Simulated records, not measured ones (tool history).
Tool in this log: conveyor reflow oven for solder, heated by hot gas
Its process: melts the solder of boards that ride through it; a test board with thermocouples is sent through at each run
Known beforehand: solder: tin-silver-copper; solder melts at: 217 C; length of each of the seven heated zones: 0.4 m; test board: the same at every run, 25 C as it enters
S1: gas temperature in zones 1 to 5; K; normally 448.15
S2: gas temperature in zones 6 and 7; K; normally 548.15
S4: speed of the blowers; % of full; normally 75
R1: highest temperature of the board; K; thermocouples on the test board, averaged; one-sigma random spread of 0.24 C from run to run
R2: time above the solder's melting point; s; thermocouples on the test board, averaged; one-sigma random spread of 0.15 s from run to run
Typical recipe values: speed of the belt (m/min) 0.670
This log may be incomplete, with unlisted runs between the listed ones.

run 1 hour=0.0 | S1=448.15 S2=548.15 speed_of_the_belt_(m/min)=0.670 S4=75 | R1=535.75 R2=61.1
run 2 hour=13.8 | S1=448.15 S2=548.15 speed_of_the_belt_(m/min)=0.670 S4=75 | R1=535.95 R2=61.2
run 3 hour=31.0 | S1=449.15 S2=548.15 speed_of_the_belt_(m/min)=0.670 S4=75 | R1=535.25 R2=61.5
run 4 hour=51.5 | S1=449.15 S2=548.15 speed_of_the_belt_(m/min)=0.670 S4=75 | R1=535.15 R2=61.2
run 5 hour=60.9 | S1=449.15 S2=548.15 speed_of_the_belt_(m/min)=0.670 S4=75 | R1=535.25 R2=61.3
run 6 hour=69.9 | S1=448.15 S2=559.15 speed_of_the_belt_(m/min)=0.670 S4=75 | R1=545.15 R2=65.4
run 7 hour=88.1 | S1=448.15 S2=559.15 speed_of_the_belt_(m/min)=0.670 S4=75 | R1=544.85 R2=65.2
run 8 hour=107.2 | S1=448.15 S2=559.15 speed_of_the_belt_(m/min)=0.670 S4=75 | R1=545.05 R2=65.3
run 9 hour=119.0 | S1=448.15 S2=559.15 speed_of_the_belt_(m/min)=0.670 S4=75 | R1=544.95 R2=65.1
run 10 hour=137.6 | S1=462.15 S2=548.15 speed_of_the_belt_(m/min)=0.670 S4=75 | R1=536.15 R2=66.5
run 11 hour=155.2 | S1=462.15 S2=548.15 speed_of_the_belt_(m/min)=0.670 S4=75 | R1=536.55 R2=66.4
run 12 hour=165.7 | S1=462.15 S2=548.15 speed_of_the_belt_(m/min)=0.670 S4=75 | R1=536.65 R2=66.7
run 13 hour=183.7 | S1=462.15 S2=548.15 speed_of_the_belt_(m/min)=0.670 S4=75 | R1=536.65 R2=66.7
run 14 hour=203.3 | S1=462.15 S2=548.15 speed_of_the_belt_(m/min)=0.670 S4=75 | R1=536.85 R2=66.4
run 15 hour=222.1 | S1=462.15 S2=548.15 speed_of_the_belt_(m/min)=0.670 S4=75 | R1=536.05 R2=66.5
run 16 hour=232.8 | S1=462.15 S2=561.15 speed_of_the_belt_(m/min)=0.670 S4=75 | R1=548.05 R2=70.8
run 17 hour=251.9 | S1=462.15 S2=551.15 speed_of_the_belt_(m/min)=0.670 S4=75 | R1=538.65 R2=67.7
run 18 hour=274.1 | S1=451.15 S2=540.15 speed_of_the_belt_(m/min)=0.551 S4=75 | R1=531.45 R2=74.7
run 19 hour=287.5 | S1=451.15 S2=540.15 speed_of_the_belt_(m/min)=0.551 S4=75 | R1=531.95 R2=74.8

For run 20, what comes out?
run 20 hour=305.3 | S1=451.15 S2=540.15 speed_of_the_belt_(m/min)=0.551 S4=75 | R1=? R2=?

For run 20 the tool returned R1 531.45 K, R2 75.0 s.
If the tool had no hidden condition, the same run with the same run-to-run variation would have returned R1 533.35 K, R2 75.3 s.
